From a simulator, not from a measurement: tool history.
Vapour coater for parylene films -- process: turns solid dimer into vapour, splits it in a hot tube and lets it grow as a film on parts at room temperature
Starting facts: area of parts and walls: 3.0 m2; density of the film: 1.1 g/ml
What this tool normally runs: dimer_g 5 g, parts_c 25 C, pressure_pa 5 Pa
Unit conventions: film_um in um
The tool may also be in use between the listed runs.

run	hour	dimer_g	parts_c	pressure_pa	film_um
1	0	5	25	5	0.835
2	77.1	5	25	5	0.835
3	117.9	5	31	5	0.635
4	166.9	5	31	5	0.639
5	238.7	5	25	5	0.834
6	286.4	7	25	5	1.169
7	330.6	5	25	5	0.835
8	389.9	5	25	6.98	0.792
9	434.4	5	25	6.98	0.793
10	515.5	5	25	9.78	0.749
# hour 523: trap's valve overhauled
11	578	5	25	2.41	0.942
12	656.1	5	25	2.72	0.922
13	724	5	25	2.72	0.926
14	766.9	5	25	2.72	0.918
15	802.4	5	25	2.72	0.924
16	860.2	5	26	5	0.8
17	936.3	5	26	4.79	0.807
18	1016.9	5	21	5	1.01
19	1062.9	5	21	5	1.008
20	1098.9	5	21	5	1.007
21	1175.6	5	21	5	1.006
22	1209.2	5	21	5	1.001
23	1273.4	5	25	5	0.842
24	1322.2	2	25	2.27	0.373
25	1370.5	2	25	2.27	0.382
26	1424.5	5	32	4.89	0.611
27	1467.5	2	32	7.96	0.225
28	1517.5	8	34	7.96	0.819
29	1591.6	8	29	7.96	1.034
30	1645.9	4	19	7.9	0.816
31	1721.8	3	18	2.29	0.787
32	1760.9	3	21	5	0.605
# hour 1790.9: trap's valve overhauled
33	1824.2	3	21	5	0.606
34	1906.5	3	21	5	0.606

Run 35 comes next. What will it give?
35	1955.7	2	20	3.24	?

{"run 35": {"film_um": 0.451}}
With no hidden state in the tool, this same run would have given film_um 0.451 um.
